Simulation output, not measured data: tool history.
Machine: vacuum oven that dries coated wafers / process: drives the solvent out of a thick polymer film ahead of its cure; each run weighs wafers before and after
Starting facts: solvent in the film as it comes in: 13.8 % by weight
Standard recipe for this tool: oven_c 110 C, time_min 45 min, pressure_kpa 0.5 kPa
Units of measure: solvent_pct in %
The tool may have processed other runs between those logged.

run	hour	oven_c	time_min	pressure_kpa	solvent_pct
1	0	110	45	0.5	2.54
2	28.5	110	45	0.5	2.55
3	63.5	110	45	0.5	2.56
4	103.6	110	28	0.5	4.35
5	130.3	110	45	0.5	2.72
6	151.2	110	45	0.5	2.68
7	190.9	110	45	0.5	2.7
8	230.5	110	45	0.448	2.72
9	267.7	110	43	0.5	2.89
10	299.5	110	45	0.5	2.77
11	327.1	110	45	0.5	2.77
12	358.1	111	45	0.5	2.68
13	390.7	116	45	0.5	1.9
14	420	116	45	0.5	1.93
15	444.6	116	45	0.5	1.9
16	470.2	116	45	0.5	1.88
17	503.7	114	45	0.5	2.19
18	527	114	45	0.5	2.18
19	551.1	99	45	0.5	5.11
20	588.3	99	45	0.5	5.08
# hour 609.8: oven's thermocouples calibrated
21	618.5	99	45	0.5	4.87
22	650.7	99	45	0.5	4.88
23	677	99	45	0.5	4.85
24	701.5	101	25	0.5	6.49
25	742.9	101	25	0.5	6.59
26	766.3	110	40	0.551	3.02
27	794.8	110	40	0.551	3.2
28	822.8	110	40	0.301	2.68
29	850.8	106	36	1.725	5.65
# hour 856.1: vacuum gauge cleaned of residue and calibrated
30	891.7	106	36	1.725	5.89
31	924.5	106	36	1.725	5.93
32	947.8	103	34	1.693	6.98
33	980.3	103	34	1.693	6.88
# hour 998: vacuum gauge cleaned of residue and calibrated, once more
34	1014.6	103	34	1.693	5.78
35	1046.8	122	33	1.693	2.24
36	1088.2	121	28	0.346	1.75
37	1127.3	121	28	0.346	1.82
38	1166.1	110	35	0.5	2.97
39	1192.8	110	35	0.5	2.94
40	1232.5	95	23	1.059	8.17
41	1262	115	71	1.738	2.23
42	1290.9	117	71	1.627	1.89
43	1309.4	123	44	1.392	1.46
44	1347.5	123	44	1.392	1.61
45	1373.6	122	22	0.266	2.4

Alternative continuations, all from the tool just after run 45; predict every row:
A	1408.6	122	74	0.266	?
B	1408.6	98	22	0.266	?
C	1408.6	104	37	1.876	?

run	solvent_pct
A	0.46
B	6.76
C	5.61
Stripped of hidden state, with their random variation kept, the same runs would have yielded:
run	solvent_pct
A	0.35
B	6.61
C	5.43

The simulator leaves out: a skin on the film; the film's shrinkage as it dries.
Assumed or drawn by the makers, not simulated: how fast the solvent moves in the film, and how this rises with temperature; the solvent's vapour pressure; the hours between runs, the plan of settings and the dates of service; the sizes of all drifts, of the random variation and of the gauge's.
